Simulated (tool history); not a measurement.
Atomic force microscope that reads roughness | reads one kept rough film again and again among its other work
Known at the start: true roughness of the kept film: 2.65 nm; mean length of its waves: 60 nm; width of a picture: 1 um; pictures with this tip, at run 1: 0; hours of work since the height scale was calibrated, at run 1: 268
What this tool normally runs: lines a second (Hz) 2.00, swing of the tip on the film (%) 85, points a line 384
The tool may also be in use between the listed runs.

run,day,lines a second (Hz),swing of the tip on the film (%),points a line,pictures with this tip,hours of work since the height scale was calibrated,roughness of the kept film (nm (root mean square))
1,0.000,2.00,85,384,0,268,2.187
2,0.350,2.00,85,384,11,274,2.162
3,0.608,2.00,85,384,19,277,2.142
4,1.046,2.00,85,384,33,284,2.120
5,1.333,2.00,85,384,42,289,2.104
6,1.779,3.09,90,908,56,295,1.818
7,2.129,3.09,56,908,67,301,2.328
8,2.442,1.37,71,450,77,306,2.277
# day 2.533: new tip fitted
9,2.708,1.11,77,450,5,309,2.396

Predict the results of run 10:
10,3.008,1.35,85,384,15,314,?

{"run 10": {"roughness of the kept film (nm (root mean square))": 2.275}}
If the tool had no hidden condition, the same run with the same run-to-run variation would have returned roughness of the kept film (nm (root mean square)) 2.298.

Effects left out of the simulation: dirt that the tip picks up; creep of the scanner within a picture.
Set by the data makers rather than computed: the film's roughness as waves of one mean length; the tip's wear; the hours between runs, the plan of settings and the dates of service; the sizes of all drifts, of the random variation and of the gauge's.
